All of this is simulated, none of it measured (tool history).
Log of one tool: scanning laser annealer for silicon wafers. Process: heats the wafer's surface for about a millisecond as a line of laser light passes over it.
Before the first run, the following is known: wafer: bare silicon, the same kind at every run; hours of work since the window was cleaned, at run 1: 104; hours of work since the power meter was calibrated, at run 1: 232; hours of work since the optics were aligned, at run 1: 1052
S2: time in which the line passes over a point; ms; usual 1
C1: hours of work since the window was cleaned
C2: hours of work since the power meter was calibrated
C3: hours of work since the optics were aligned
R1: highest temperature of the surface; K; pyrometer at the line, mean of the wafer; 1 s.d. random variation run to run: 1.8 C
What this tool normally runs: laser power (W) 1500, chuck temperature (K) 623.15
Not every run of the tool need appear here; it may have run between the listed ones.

Run 1, day 0: usual settings; C1 104; C2 232; C3 1052. Result: R1 1329.15 K.
Run 2, day 1.029: usual settings; C1 123; C2 251; C3 1071. Result: R1 1332.15 K.
Run 3, day 2.608: usual settings; C1 152; C2 280; C3 1100. Result: R1 1331.15 K.
Run 4, day 3.392: usual settings but laser power (W) 1418; C1 166; C2 294; C3 1114. Result: R1 1284.15 K.
Run 5, day 4.267: usual settings but S2 1.14 ms; C1 182; C2 310; C3 1130. Result: R1 1374.15 K.
Run 6, day 4.946: usual settings but S2 1.14 ms; C1 194; C2 322; C3 1143. Result: R1 1374.15 K.
Run 7, day 5.688: usual settings but S2 1.14 ms, chuck temperature (K) 614.15; C1 208; C2 336; C3 1156. Result: R1 1365.15 K.
Run 8, day 7.129: usual settings but S2 1.14 ms, chuck temperature (K) 614.15; C1 234; C2 362; C3 1182. Result: R1 1366.15 K.
Run 9, day 8.579: usual settings but S2 0.76 ms; C1 261; C2 389; C3 1209. Result: R1 1248.15 K.
Run 10, day 9.388: usual settings but S2 0.76 ms; C1 276; C2 404; C3 1224. Result: R1 1246.15 K.
Run 11, day 10.483: usual settings but S2 1.08 ms; C1 296; C2 424; C3 1244. Result: R1 1355.15 K.
Run 12, day 11.946: usual settings but laser power (W) 1490, S2 1.08 ms; C1 322; C2 450; C3 1270. Result: R1 1351.15 K.
Run 13, day 12.867: usual settings but laser power (W) 1490, S2 1.08 ms; C1 339; C2 467; C3 1287. Result: R1 1350.15 K.
Run 14, day 14.088: usual settings but laser power (W) 1490, S2 1.08 ms; C1 361; C2 489; C3 1310. Result: R1 1351.15 K.
Run 15, day 14.896: usual settings; C1 376; C2 504; C3 1324. Result: R1 1330.15 K.
Run 16, day 16.246: usual settings; C1 401; C2 529; C3 1349. Result: R1 1334.15 K.
Run 17, day 17.429: usual settings; C1 423; C2 550; C3 1371. Result: R1 1329.15 K.
At day 18.525: optics aligned, line set to its width.
Run 18, day 18.525: usual settings but chuck temperature (K) 619.15; C1 439; C2 567; C3 0. Result: R1 1326.15 K.
Run 19, day 20.008: usual settings but chuck temperature (K) 619.15; C1 466; C2 594; C3 27. Result: R1 1328.15 K.
Run 20, day 20.938: usual settings; C1 483; C2 611; C3 44. Result: R1 1334.15 K.
Run 21, day 21.583: usual settings; C1 495; C2 623; C3 56. Result: R1 1332.15 K.
Run 22, day 23: usual settings but laser power (W) 1543, S2 1.1 ms, chuck temperature (K) 612.15; C1 520; C2 648; C3 82. Result: R1 1380.15 K.
Run 23, day 24.492: usual settings but laser power (W) 1543, S2 1.03 ms, chuck temperature (K) 608.15; C1 548; C2 676; C3 109. Result: R1 1350.15 K.
Run 24, day 25.321: usual settings but laser power (W) 1613, chuck temperature (K) 611.15; C1 563; C2 691; C3 124. Result: R1 1384.15 K.
Run 25, day 26.412: usual settings but laser power (W) 1613, S2 1.1 ms, chuck temperature (K) 611.15; C1 583; C2 711; C3 144. Result: R1 1419.15 K.
Run 26, day 27.712: usual settings but laser power (W) 1613, S2 1.1 ms, chuck temperature (K) 611.15; C1 607; C2 735; C3 168. Result: R1 1423.15 K.
Run 27, day 28.421: usual settings but laser power (W) 1613, S2 1.1 ms, chuck temperature (K) 611.15; C1 620; C2 747; C3 181. Result: R1 1419.15 K.
Run 28, day 29.575: usual settings but laser power (W) 1545, S2 1.1 ms, chuck temperature (K) 611.15; C1 641; C2 769; C3 202. Result: R1 1379.15 K.
Run 29, day 30.267: usual settings but laser power (W) 1545, S2 1.1 ms, chuck temperature (K) 611.15; C1 653; C2 781; C3 215. Result: R1 1372.15 K.
Run 30, day 31.85: usual settings but laser power (W) 1452, chuck temperature (K) 585.15; C1 682; C2 810; C3 243. Result: R1 1263.15 K.
Run 31, day 33.058: usual settings but laser power (W) 1452, chuck temperature (K) 585.15; C1 704; C2 832; C3 266. Result: R1 1264.15 K.
Run 32, day 34.092: usual settings but laser power (W) 1452, chuck temperature (K) 585.15; C1 723; C2 851; C3 284. Result: R1 1265.15 K.
Run 33, day 35.25: usual settings but laser power (W) 1452, S2 0.83 ms, chuck temperature (K) 585.15; C1 744; C2 872; C3 306. Result: R1 1208.15 K.
Run 34, day 36.412: usual settings but laser power (W) 1452, S2 0.83 ms, chuck temperature (K) 585.15; C1 766; C2 894; C3 327. Result: R1 1210.15 K.
Run 35, day 37.475: usual settings but laser power (W) 1529, S2 0.93 ms; C1 785; C2 913; C3 346. Result: R1 1324.15 K.
Run 36, day 38.5: usual settings but laser power (W) 1529, S2 0.93 ms, chuck temperature (K) 586.15; C1 804; C2 932; C3 365. Result: R1 1285.15 K.
At day 39.262: window over the wafer cleaned.
Run 37, day 39.858: usual settings but laser power (W) 1529, S2 0.93 ms, chuck temperature (K) 586.15; C1 11; C2 955; C3 388. Result: R1 1287.15 K.
Run 38, day 40.808: usual settings but laser power (W) 1529, S2 0.93 ms, chuck temperature (K) 586.15; C1 28; C2 972; C3 406. Result: R1 1285.15 K.
Run 39, day 41.571: usual settings but laser power (W) 1299, S2 0.8 ms, chuck temperature (K) 596.15; C1 42; C2 986; C3 420. Result: R1 1128.15 K.
Run 40, day 42.721: usual settings but laser power (W) 1307, S2 0.7 ms, chuck temperature (K) 596.15; C1 63; C2 1007; C3 441. Result: R1 1097.15 K.

Hidden condition of the tool, last listed run before each entry between runs versus first listed run after:
Logged between run 17 and run 18: optics aligned, line set to its width (day 18.525)
  width of the line over the set one, %: 0.04 -> 0
Logged between run 36 and run 37: window over the wafer cleaned (day 39.262)
  light that passes the window, % of a clean one's: 99.95 -> 100
